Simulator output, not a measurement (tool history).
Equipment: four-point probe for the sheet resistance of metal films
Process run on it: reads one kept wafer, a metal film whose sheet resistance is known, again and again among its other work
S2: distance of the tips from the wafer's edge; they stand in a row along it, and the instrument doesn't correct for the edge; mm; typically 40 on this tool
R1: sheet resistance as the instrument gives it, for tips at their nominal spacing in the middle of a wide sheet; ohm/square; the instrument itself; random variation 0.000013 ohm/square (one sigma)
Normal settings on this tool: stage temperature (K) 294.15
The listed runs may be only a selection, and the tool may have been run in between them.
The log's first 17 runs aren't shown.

Run 18, hour 1528.9: usual settings but stage temperature (K) 302.15. Result: R1 0.063355 ohm/square.
Run 19, hour 1586.6: usual settings but stage temperature (K) 302.15. Result: R1 0.063375 ohm/square.
Run 20, hour 1699.3: usual settings. Result: R1 0.063567 ohm/square.
Run 21, hour 1773.1: usual settings. Result: R1 0.063569 ohm/square.
Run 22, hour 1827.0: usual settings. Result: R1 0.063566 ohm/square.
Run 23, hour 1923.4: usual settings but S2 15 mm. Result: R1 0.063787 ohm/square.
Run 24, hour 2012.7: usual settings but stage temperature (K) 295.15, S2 37 mm. Result: R1 0.063612 ohm/square.
Run 25, hour 2129.1: usual settings but stage temperature (K) 295.15, S2 37 mm. Result: R1 0.063599 ohm/square.
Run 26, hour 2212.1: usual settings but S2 48 mm. Result: R1 0.063639 ohm/square.
Run 27, hour 2305.0: usual settings but S2 48 mm. Result: R1 0.063646 ohm/square.
Run 28, hour 2383.3: usual settings but S2 48 mm. Result: R1 0.063692 ohm/square.
Run 29, hour 2442.8: usual settings but S2 48 mm. Result: R1 0.063672 ohm/square.
Run 30, hour 2525.8: usual settings but stage temperature (K) 298.15, S2 16 mm. Result: R1 0.063804 ohm/square.
Run 31, hour 2587.8: usual settings but stage temperature (K) 295.15, S2 53 mm. Result: R1 0.063685 ohm/square.
Run 32, hour 2656.8: usual settings but stage temperature (K) 295.15, S2 53 mm. Result: R1 0.063696 ohm/square.
Run 33, hour 2760.6: usual settings but stage temperature (K) 293.15, S2 38 mm. Result: R1 0.063778 ohm/square.
Run 34, hour 2847.9: usual settings but stage temperature (K) 293.15, S2 38 mm. Result: R1 0.063774 ohm/square.
Run 35, hour 2942.9: usual settings but stage temperature (K) 307.15, S2 56 mm. Result: R1 0.063501 ohm/square.
Run 36, hour 3012.8: usual settings but stage temperature (K) 307.15, S2 56 mm. Result: R1 0.063507 ohm/square.
Run 37, hour 3109.5: usual settings but stage temperature (K) 291.15, S2 43 mm. Result: R1 0.063871 ohm/square.
Run 38, hour 3157.9: usual settings but stage temperature (K) 292.15, S2 7 mm. Result: R1 0.064962 ohm/square.

What does the tool deliver on the next run?
Run 39, hour 3238.5: usual settings but stage temperature (K) 307.15. Result: R1 ?.

{"run 39": {"R1": 0.063565}}
With no hidden state in the tool, this same run would have given R1 0.063204 ohm/square.

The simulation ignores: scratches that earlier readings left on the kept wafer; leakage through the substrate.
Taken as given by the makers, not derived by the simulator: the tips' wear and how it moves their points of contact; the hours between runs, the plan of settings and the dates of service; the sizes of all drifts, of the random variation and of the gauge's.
